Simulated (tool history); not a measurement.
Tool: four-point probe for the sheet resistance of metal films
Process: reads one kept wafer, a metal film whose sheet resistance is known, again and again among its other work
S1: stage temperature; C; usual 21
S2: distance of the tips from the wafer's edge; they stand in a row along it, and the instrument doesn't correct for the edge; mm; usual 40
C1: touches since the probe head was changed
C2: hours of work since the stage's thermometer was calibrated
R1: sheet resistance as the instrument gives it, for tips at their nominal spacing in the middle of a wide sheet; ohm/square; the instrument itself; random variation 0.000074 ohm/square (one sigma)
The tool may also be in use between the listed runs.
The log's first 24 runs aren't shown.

| run | day | S1 | S2 | C1 | C2 | R1 |
|---|---|---|---|---|---|---|
| 25 | 76.258 | 30 | 5 | 105585 | 1030 | 0.376325 |
| 26 | 79.471 | 30 | 5 | 108247 | 1072 | 0.376321 |
| 27 | 82.146 | 18 | 36 | 110465 | 1108 | 0.373793 |
| 28 | 83.979 | 20 | 34 | 111983 | 1132 | 0.373867 |
| 29 | 87.358 | 21 | 49 | 114782 | 1177 | 0.373569 |
|  | 87.696 | stage's thermometer calibrated |
| 30 | 91.629 | 21 | 49 | 118304 | 52 | 0.373290 |
| 31 | 94.383 | 26 | 54 | 120589 | 89 | 0.373232 |
| 32 | 98.638 | 26 | 54 | 124114 | 145 | 0.373331 |
| 33 | 101.954 | 21 | 34 | 126862 | 189 | 0.373634 |
|  | 105.558 | stage's thermometer calibrated, once more |
| 34 | 106.096 | 33 | 3 | 130279 | 7 | 0.382931 |
| 35 | 109.446 | 31 | 40 | 133053 | 51 | 0.374182 |
| 36 | 113.158 | 20 | 4 | 136132 | 101 | 0.379788 |
| 37 | 115.954 | 26 | 39 | 138449 | 138 | 0.374650 |
| 38 | 118.788 | 31 | 20 | 140796 | 175 | 0.374391 |
| 39 | 122.712 | 21 | 40 | 144047 | 227 | 0.374733 |
| 40 | 124.521 | 24 | 36 | 145548 | 251 | 0.374787 |
| 41 | 128.396 | 30 | 40 | 148759 | 302 | 0.374475 |
| 42 | 130.700 | 25 | 8 | 150668 | 333 | 0.375970 |
| 43 | 134.000 | 33 | 40 | 153403 | 377 | 0.374488 |
| 44 | 135.979 | 35 | 14 | 155042 | 403 | 0.374863 |
| 45 | 138.288 | 35 | 14 | 156956 | 433 | 0.374865 |
| 46 | 142.150 | 29 | 17 | 160158 | 484 | 0.375149 |

Forecast each of these 3 alternatives for the next run:
| A | 146.062 | 33 | 8 | 163400 | 536 | ? |
| B | 146.062 | 31 | 3 | 163400 | 536 | ? |
| C | 146.062 | 35 | 8 | 163400 | 536 | ? |

| run | R1 |
|---|---|
| A | 0.375937 |
| B | 0.383576 |
| C | 0.375600 |
Without the tool's hidden state the same runs would have given:
| run | R1 |
|---|---|
| A | 0.371677 |
| B | 0.379237 |
| C | 0.371342 |

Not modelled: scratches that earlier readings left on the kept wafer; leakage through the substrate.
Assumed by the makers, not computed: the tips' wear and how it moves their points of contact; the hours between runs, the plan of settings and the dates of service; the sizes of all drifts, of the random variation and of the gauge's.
